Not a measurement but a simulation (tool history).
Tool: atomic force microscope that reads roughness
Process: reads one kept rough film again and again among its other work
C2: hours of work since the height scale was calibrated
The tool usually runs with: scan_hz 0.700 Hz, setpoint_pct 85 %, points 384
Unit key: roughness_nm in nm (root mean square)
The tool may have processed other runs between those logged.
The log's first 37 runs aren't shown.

{"hour": 1039.6, "done": "new tip fitted"}
{"run": 38, "hour": 1059.1, "scan_hz": 0.571, "setpoint_pct": 80, "points": 272, "pictures with this tip": 39, "C2": 864, "roughness_nm": 4.521}
{"run": 39, "hour": 1080.7, "scan_hz": 0.571, "setpoint_pct": 80, "points": 272, "pictures with this tip": 83, "C2": 881, "roughness_nm": 4.367}
{"run": 40, "hour": 1109.5, "scan_hz": 0.573, "setpoint_pct": 80, "points": 616, "pictures with this tip": 141, "C2": 904, "roughness_nm": 4.259}
{"run": 41, "hour": 1141.8, "scan_hz": 0.573, "setpoint_pct": 80, "points": 616, "pictures with this tip": 206, "C2": 930, "roughness_nm": 4.133}
{"hour": 1172.7, "done": "new tip fitted"}
{"run": 42, "hour": 1183.6, "scan_hz": 0.673, "setpoint_pct": 70, "points": 466, "pictures with this tip": 22, "C2": 963, "roughness_nm": 4.652}
{"run": 43, "hour": 1206.5, "scan_hz": 0.696, "setpoint_pct": 71, "points": 818, "pictures with this tip": 68, "C2": 981, "roughness_nm": 4.504}
{"run": 44, "hour": 1246.5, "scan_hz": 0.696, "setpoint_pct": 71, "points": 818, "pictures with this tip": 149, "C2": 1013, "roughness_nm": 4.262}
{"run": 45, "hour": 1271.9, "scan_hz": 0.696, "setpoint_pct": 71, "points": 818, "pictures with this tip": 201, "C2": 1033, "roughness_nm": 4.099}
{"hour": 1304.9, "done": "new tip fitted"}
{"run": 46, "hour": 1306.0, "scan_hz": 0.825, "setpoint_pct": 70, "points": 753, "pictures with this tip": 2, "C2": 1060, "roughness_nm": 4.691}
{"run": 47, "hour": 1333.9, "scan_hz": 2.063, "setpoint_pct": 66, "points": 753, "pictures with this tip": 58, "C2": 1082, "roughness_nm": 4.397}
{"run": 48, "hour": 1371.5, "scan_hz": 2.063, "setpoint_pct": 66, "points": 753, "pictures with this tip": 135, "C2": 1112, "roughness_nm": 4.19}
{"run": 49, "hour": 1391.4, "scan_hz": 3.136, "setpoint_pct": 85, "points": 384, "pictures with this tip": 175, "C2": 1128, "roughness_nm": 3.634}
{"run": 50, "hour": 1429.7, "scan_hz": 3.136, "setpoint_pct": 85, "points": 384, "pictures with this tip": 252, "C2": 1158, "roughness_nm": 3.451}

Predict each of these 3 candidate next runs independently; none follows another, all start after run 50:
{"hour": 1439.0, "done": "new tip fitted"}
{"run": "A", "hour": 1456.7, "scan_hz": 0.7, "setpoint_pct": 61, "points": 384, "pictures with this tip": 36, "C2": 1179, "roughness_nm": "?"}
{"hour": 1439.0, "done": "new tip fitted"}
{"run": "B", "hour": 1456.7, "scan_hz": 0.7, "setpoint_pct": 79, "points": 384, "pictures with this tip": 36, "C2": 1179, "roughness_nm": "?"}
{"hour": 1439.0, "done": "new tip fitted"}
{"run": "C", "hour": 1456.7, "scan_hz": 0.607, "setpoint_pct": 69, "points": 384, "pictures with this tip": 36, "C2": 1179, "roughness_nm": "?"}

run=A roughness_nm=4.586
run=B roughness_nm=4.507
run=C roughness_nm=4.572
With the hidden condition removed and each run's random variation left untouched, the same runs would have given:
run=A roughness_nm=4.809
run=B roughness_nm=4.726
run=C roughness_nm=4.795
